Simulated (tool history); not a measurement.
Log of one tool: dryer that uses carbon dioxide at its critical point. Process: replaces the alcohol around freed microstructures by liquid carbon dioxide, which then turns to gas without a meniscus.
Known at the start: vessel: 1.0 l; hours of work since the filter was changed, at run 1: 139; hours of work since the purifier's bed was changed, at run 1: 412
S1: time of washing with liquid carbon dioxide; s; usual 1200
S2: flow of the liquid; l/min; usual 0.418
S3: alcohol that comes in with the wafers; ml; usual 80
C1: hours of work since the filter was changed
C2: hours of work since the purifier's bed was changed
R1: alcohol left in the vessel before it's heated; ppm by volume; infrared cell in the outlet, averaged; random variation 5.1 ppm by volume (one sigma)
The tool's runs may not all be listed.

Run 1, hour 0: usual settings; C1 139; C2 412. Result: R1 228 ppm by volume.
At hour 24.3: inlet filter changed.
Run 2, hour 31.4: usual settings; C1 4; C2 430. Result: R1 172 ppm by volume.
Run 3, hour 59.1: usual settings; C1 21; C2 447. Result: R1 174 ppm by volume.
Run 4, hour 77.8: usual settings; C1 32; C2 458. Result: R1 179 ppm by volume.
Run 5, hour 102.1: usual settings but S3 30 ml; C1 47; C2 473. Result: R1 141 ppm by volume.
Run 6, hour 126.8: usual settings but S3 30 ml; C1 61; C2 487. Result: R1 139 ppm by volume.
Run 7, hour 157.3: usual settings; C1 80; C2 506. Result: R1 208 ppm by volume.
Run 8, hour 180.4: usual settings but S1 1680 s; C1 93; C2 519. Result: R1 123 ppm by volume.
Run 9, hour 198.7: usual settings but S1 1680 s; C1 104; C2 530. Result: R1 123 ppm by volume.
Run 10, hour 236: usual settings but S1 1680 s; C1 127; C2 553. Result: R1 128 ppm by volume.
Run 11, hour 254.3: usual settings but S1 1680 s; C1 138; C2 564. Result: R1 129 ppm by volume.
At hour 283.7: inlet filter changed.
Run 12, hour 291.3: usual settings but S1 1680 s; C1 5; C2 585. Result: R1 131 ppm by volume.
Run 13, hour 315.1: usual settings but S1 1320 s, S2 0.351 l/min, S3 30 ml; C1 19; C2 599. Result: R1 188 ppm by volume.
Run 14, hour 344.9: usual settings but S3 55 ml; C1 37; C2 617. Result: R1 200 ppm by volume.
Run 15, hour 366.6: usual settings but S2 0.405 l/min, S3 44 ml; C1 50; C2 630. Result: R1 205 ppm by volume.
Run 16, hour 390.4: usual settings but S1 1380 s, S3 41 ml; C1 64; C2 645. Result: R1 150 ppm by volume.
Run 17, hour 424.2: usual settings but S2 0.433 l/min, S3 68 ml; C1 84; C2 665. Result: R1 214 ppm by volume.
Run 18, hour 445: usual settings but S2 0.379 l/min, S3 35 ml; C1 96; C2 677. Result: R1 225 ppm by volume.
Run 19, hour 466.5: usual settings but S1 1080 s, S2 0.379 l/min, S3 35 ml; C1 109; C2 690. Result: R1 314 ppm by volume.
Run 20, hour 484.1: usual settings but S1 780 s; C1 120; C2 701. Result: R1 1269 ppm by volume.
Run 21, hour 501.1: usual settings but S1 1020 s, S2 0.398 l/min, S3 35 ml; C1 130; C2 711. Result: R1 347 ppm by volume.
Run 22, hour 536.4: usual settings but S1 1260 s, S2 0.287 l/min, S3 35 ml; C1 151; C2 732. Result: R1 506 ppm by volume.
At hour 542.7: inlet filter changed.
Run 23, hour 560.9: usual settings but S1 720 s; C1 11; C2 746. Result: R1 1362 ppm by volume.

The same runs without the tool's hidden state, with the same run-to-run variation:
The hidden state here: flow that reaches the vessel past the clogged filter, %; alcohol in the recycled carbon dioxide, ppm; drift of the gauge itself on alcohol_ppm, %.
run    R1
  1    74
  2    76
  3    70
  4    68
  5    35
  6    26
  7    70
  8     8
  9     2
 10     8
 11     5
 12     5
 13    57
 14    61
 15    56
 16    12
 17    50
 18    58
 19   113
 20   789
 21   128
 22   216
 23  1153
